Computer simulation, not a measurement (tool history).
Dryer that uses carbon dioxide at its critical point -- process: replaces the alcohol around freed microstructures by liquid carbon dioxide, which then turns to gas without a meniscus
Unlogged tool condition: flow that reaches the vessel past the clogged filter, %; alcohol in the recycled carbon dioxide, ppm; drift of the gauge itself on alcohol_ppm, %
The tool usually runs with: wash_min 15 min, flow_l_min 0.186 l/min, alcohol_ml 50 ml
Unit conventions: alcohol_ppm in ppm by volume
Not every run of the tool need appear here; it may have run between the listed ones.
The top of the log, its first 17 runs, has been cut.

run,hour,wash_min,flow_l_min,alcohol_ml,hours of work since the filter was changed,hours of work since the purifier's bed was changed,alcohol_ppm
18,566.3,15,0.186,41,51,550,1113
19,601.8,15,0.186,41,62,561,1129
20,649.2,15,0.242,50,76,575,443
21,687.4,15,0.242,50,88,587,436
22,730.9,15,0.186,99,101,600,2913
23,781.4,14,0.121,105,116,616,16654
24,818.1,14,0.157,23,128,627,1828
25,850.8,10,0.251,43,138,637,2061
26,889.7,15,0.22,114,149,649,1793
27,933.1,15,0.116,58,163,662,9297
28,966.6,13,0.242,23,173,672,534
# hour 975.9: inlet filter changed
29,1012.6,11,0.186,21,11,686,1629
30,1054.1,18,0.239,50,24,698,181
31,1081.9,9,0.207,30,32,707,3157
32,1106.9,14,0.186,80,40,715,2759
33,1135.4,14,0.116,37,49,723,5863
34,1160,14,0.116,37,56,731,6151
35,1186.9,9,0.121,50,64,739,19336
36,1231,11,0.132,50,78,752,10525
37,1255.9,21,0.203,54,85,760,250
38,1286.3,21,0.203,54,95,769,243
39,1337.9,15,0.236,108,110,785,1026
40,1381.8,15,0.141,78,124,798,6547
41,1417.5,23,0.186,50,135,809,248
42,1463,13,0.112,94,149,823,22181

Consider 3 possible next runs. They are alternatives, not a sequence: every one starts from the tool as it was left by run 42. What does each give?
A,1502.3,15,0.186,55,161,835,?
B,1502.3,21,0.2,49,161,835,?
C,1502.3,23,0.197,94,161,835,?

run,alcohol_ppm
A,1827
B,295
C,322
What these runs would have given with no unlogged condition in the tool:
run,alcohol_ppm
A,1175
B,112
C,123

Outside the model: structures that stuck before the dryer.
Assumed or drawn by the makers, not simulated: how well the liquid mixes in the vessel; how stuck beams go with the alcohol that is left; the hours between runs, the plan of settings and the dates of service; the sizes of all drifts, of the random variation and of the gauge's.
